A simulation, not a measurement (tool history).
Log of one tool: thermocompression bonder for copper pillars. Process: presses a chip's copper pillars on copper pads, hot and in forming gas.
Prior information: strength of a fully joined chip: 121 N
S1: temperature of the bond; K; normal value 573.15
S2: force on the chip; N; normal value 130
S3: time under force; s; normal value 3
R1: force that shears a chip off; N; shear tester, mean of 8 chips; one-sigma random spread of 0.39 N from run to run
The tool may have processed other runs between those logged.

{"run": 1, "day": 0.0, "S1": 573.15, "S2": 130, "S3": 3, "R1": 84.7}
{"run": 2, "day": 3.562, "S1": 573.15, "S2": 130, "S3": 3, "R1": 84.7}
{"run": 3, "day": 6.296, "S1": 573.15, "S2": 130, "S3": 3, "R1": 83.9}
{"run": 4, "day": 9.862, "S1": 573.15, "S2": 130, "S3": 3, "R1": 82.4}
{"run": 5, "day": 12.858, "S1": 573.15, "S2": 130, "S3": 3, "R1": 81.9}
{"run": 6, "day": 15.154, "S1": 598.15, "S2": 130, "S3": 3, "R1": 94.9}
{"run": 7, "day": 18.875, "S1": 573.15, "S2": 130, "S3": 3, "R1": 82.1}
{"run": 8, "day": 22.896, "S1": 573.15, "S2": 144, "S3": 3, "R1": 83.8}
{"run": 9, "day": 24.783, "S1": 573.15, "S2": 130, "S3": 3, "R1": 79.6}
{"run": 10, "day": 28.362, "S1": 573.15, "S2": 130, "S3": 3, "R1": 83.8}
{"run": 11, "day": 30.671, "S1": 573.15, "S2": 130, "S3": 3, "R1": 83.8}
{"run": 12, "day": 34.738, "S1": 573.15, "S2": 130, "S3": 3, "R1": 82.8}
{"run": 13, "day": 37.454, "S1": 573.15, "S2": 130, "S3": 3, "R1": 81.6}
{"run": 14, "day": 39.867, "S1": 573.15, "S2": 130, "S3": 3, "R1": 81.7}
{"run": 15, "day": 42.471, "S1": 573.15, "S2": 130, "S3": 3, "R1": 82.0}
{"run": 16, "day": 44.362, "S1": 553.15, "S2": 186, "S3": 2, "R1": 71.0}
{"run": 17, "day": 46.221, "S1": 553.15, "S2": 186, "S3": 2, "R1": 70.5}
{"run": 18, "day": 50.075, "S1": 546.15, "S2": 153, "S3": 3, "R1": 66.9}
{"run": 19, "day": 53.929, "S1": 572.15, "S2": 150, "S3": 2, "R1": 73.3}
{"run": 20, "day": 57.838, "S1": 550.15, "S2": 80, "S3": 6, "R1": 65.5}
{"run": 21, "day": 61.133, "S1": 591.15, "S2": 114, "S3": 6, "R1": 100.9}
{"run": 22, "day": 64.712, "S1": 591.15, "S2": 114, "S3": 6, "R1": 100.3}
{"run": 23, "day": 68.312, "S1": 569.15, "S2": 126, "S3": 3, "R1": 76.9}
{"run": 24, "day": 70.846, "S1": 569.15, "S2": 126, "S3": 2, "R1": 67.2}
{"run": 25, "day": 74.654, "S1": 596.15, "S2": 126, "S3": 6, "R1": 103.4}
{"run": 26, "day": 77.638, "S1": 573.15, "S2": 130, "S3": 6, "R1": 100.9}

Not shown: 4 entries that the log had between the listed runs. Between which runs, and how does the tool's hidden state differ before and after?
After run 9, before run 10: forming gas filter changed (day 26.625)
  true temperature of the bond over the reading, C: -8.1 -> -8.4; force that reaches the chip, % of what is set: 103 -> 103.2; oxide that the forming gas leaves, % of the face: 4.85 -> 0.78
  measured value less the no-hidden-state value, R1: -7.3 -> -4.1 N
After run 17, before run 18: heater calibrated with a thermocouple chip (day 50.075)
  true temperature of the bond over the reading, C: -10.1 -> -13.2; force that reaches the chip, % of what is set: 104 -> 104.2; oxide that the forming gas leaves, % of the face: 3.18 -> 3.69
  measured value less the no-hidden-state value, R1: -7.1 -> -9.5 N
After run 20, before run 21: forming gas filter changed (day 60.783)
  true temperature of the bond over the reading, C: -14 -> -14.3; force that reaches the chip, % of what is set: 104.6 -> 104.7; oxide that the forming gas leaves, % of the face: 4.75 -> 0.65
  measured value less the no-hidden-state value, R1: -10.4 -> -5.0 N
After run 25, before run 26: heater calibrated with a thermocouple chip, once more (day 75.804)
  true temperature of the bond over the reading, C: -15.6 -> -0.7; force that reaches the chip, % of what is set: 105.4 -> 105.5; oxide that the forming gas leaves, % of the face: 2.53 -> 2.9
  measured value less the no-hidden-state value, R1: -6.7 -> -1.6 N

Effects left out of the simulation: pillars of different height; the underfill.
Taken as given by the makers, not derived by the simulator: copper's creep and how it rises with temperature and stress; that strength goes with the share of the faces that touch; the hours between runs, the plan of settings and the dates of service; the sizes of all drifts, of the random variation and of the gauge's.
